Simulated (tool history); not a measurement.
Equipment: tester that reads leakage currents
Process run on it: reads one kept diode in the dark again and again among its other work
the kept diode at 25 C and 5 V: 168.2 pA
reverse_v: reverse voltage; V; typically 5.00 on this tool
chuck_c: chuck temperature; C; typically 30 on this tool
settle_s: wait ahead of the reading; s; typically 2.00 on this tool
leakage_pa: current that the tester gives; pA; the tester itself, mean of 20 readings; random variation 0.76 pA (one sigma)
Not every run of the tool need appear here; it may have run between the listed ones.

run	hour	reverse_v	chuck_c	settle_s	leakage_pa
1	0.0	5.00	30	2.00	276.13
2	26.3	5.00	30	2.00	276.29
3	45.0	5.00	46	2.00	919.63
4	82.8	5.00	46	2.00	921.52
5	120.6	5.00	46	2.00	922.61
6	155.9	5.00	46	2.00	924.59
7	173.6	5.00	36	2.00	446.15
8	195.5	5.00	30	2.00	277.00
9	231.2	5.00	30	2.00	278.54
10	260.7	5.00	30	2.00	278.43
11	281.1	5.00	30	2.00	278.28
12	299.9	5.00	30	1.98	279.68
13	328.5	5.00	30	1.98	278.56
14	353.1	5.00	25	1.98	186.95
15	378.6	5.00	25	1.98	187.28
16	402.8	5.00	25	1.98	187.16
17	427.7	5.00	25	1.98	187.36
# hour 433.5: chuck's temperature calibrated
18	454.3	5.00	25	1.98	171.93
19	487.2	2.08	30	2.00	163.78
20	514.2	5.00	29	2.00	237.35
21	553.4	2.65	25	0.44	124.09
22	578.6	5.00	20	2.00	113.22
23	607.7	5.00	20	2.00	113.44
24	645.2	2.86	34	6.13	265.45
25	675.0	6.25	34	0.52	398.21
26	695.4	6.25	34	0.52	399.70
27	728.9	2.18	40	0.96	364.60
28	752.5	2.18	40	0.96	366.89
29	775.3	2.18	40	0.96	367.80
30	791.2	1.59	30	2.00	144.89
31	819.3	1.59	30	2.00	144.95
32	853.2	1.06	30	2.00	117.20
33	885.5	5.08	28	3.50	224.21
34	920.1	1.62	53	2.00	803.50
35	958.1	1.62	53	2.00	808.99
36	984.4	15.85	20	2.00	212.86
37	1015.8	1.60	30	2.00	146.56
38	1051.6	1.60	24	2.00	89.56
39	1069.9	5.00	23	1.93	149.07
40	1095.3	1.17	23	1.22	70.81

Some steps in leakage_pa, run to run, broken into two amounts with sign: the step expected even without the hidden condition (settings, incoming material, random variation), and the rest, left for the hidden condition together with whatever gauge scatter is not in both the measured and the hidden-condition-free result:
Hidden state at play: stray current of the dirty probe card, pA a volt; current scale over the true one, %; true chuck temperature over the reading, C; drift of the gauge itself on leakage_pa, %.
Run 2 -> 3: chuck_c 30 -> 46. leakage_pa +643.34 pA: hidden state +45.58, all else +597.76.
Run 6 -> 7: chuck_c 46 -> 36. leakage_pa -478.44 pA: hidden state -34.72, all else -443.72.
Run 17 -> 18: chuck's temperature calibrated. leakage_pa -15.43 pA: hidden state -16.65, all else +1.22.
Run 33 -> 34: reverse_v 5.08 -> 1.62, chuck_c 28 -> 53, settle_s 3.50 -> 2.00. leakage_pa +579.29 pA: hidden state +13.95, all else +565.34.
Run 35 -> 36: reverse_v 1.62 -> 15.85, chuck_c 53 -> 20. leakage_pa -596.13 pA: hidden state -12.08, all else -584.05.

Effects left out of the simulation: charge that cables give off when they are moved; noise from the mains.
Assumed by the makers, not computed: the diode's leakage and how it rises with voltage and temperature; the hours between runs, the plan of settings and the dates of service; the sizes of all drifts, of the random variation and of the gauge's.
